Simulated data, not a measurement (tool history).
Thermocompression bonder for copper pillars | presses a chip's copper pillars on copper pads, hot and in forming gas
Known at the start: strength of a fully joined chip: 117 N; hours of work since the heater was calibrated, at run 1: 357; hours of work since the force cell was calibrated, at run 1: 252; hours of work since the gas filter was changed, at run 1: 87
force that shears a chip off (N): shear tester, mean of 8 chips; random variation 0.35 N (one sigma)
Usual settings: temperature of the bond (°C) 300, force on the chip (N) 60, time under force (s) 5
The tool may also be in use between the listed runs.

| run | hour | temperature of the bond (°C) | force on the chip (N) | time under force (s) | hours of work since the heater was calibrated | hours of work since the force cell was calibrated | hours of work since the gas filter was changed | force that shears a chip off (N) |
|---|---|---|---|---|---|---|---|---|
| 1 | 0.0 | 300 | 60 | 5 | 357 | 252 | 87 | 82.0 |
| 2 | 16.9 | 300 | 60 | 5 | 369 | 264 | 99 | 81.7 |
| 3 | 37.0 | 300 | 60 | 5 | 383 | 278 | 114 | 81.5 |
| 4 | 61.4 | 300 | 60 | 3 | 401 | 295 | 131 | 71.1 |
| 5 | 92.1 | 300 | 60 | 7 | 422 | 317 | 153 | 88.5 |
| 6 | 109.5 | 283 | 49 | 14 | 435 | 329 | 165 | 83.1 |
| 7 | 129.7 | 283 | 41 | 14 | 449 | 344 | 179 | 77.2 |
| 8 | 157.2 | 273 | 71 | 6 | 468 | 363 | 199 | 71.4 |
|  | 172.4 | forming gas filter changed |
| 9 | 186.3 | 300 | 60 | 10 | 489 | 384 | 10 | 94.8 |
| 10 | 208.0 | 300 | 51 | 5 | 504 | 399 | 25 | 76.3 |

Forecast each of these 3 alternatives for the next run:
| A | 223.6 | 314 | 59 | 4 | 515 | 410 | 36 | ? |
| B | 223.6 | 300 | 48 | 10 | 515 | 410 | 36 | ? |
| C | 223.6 | 277 | 55 | 5 | 515 | 410 | 36 | ? |

| run | force that shears a chip off (N) |
|---|---|
| A | 86.5 |
| B | 88.1 |
| C | 61.4 |
Without the tool's hidden state the same runs would have given:
| run | force that shears a chip off (N) |
|---|---|
| A | 86.5 |
| B | 88.1 |
| C | 61.3 |
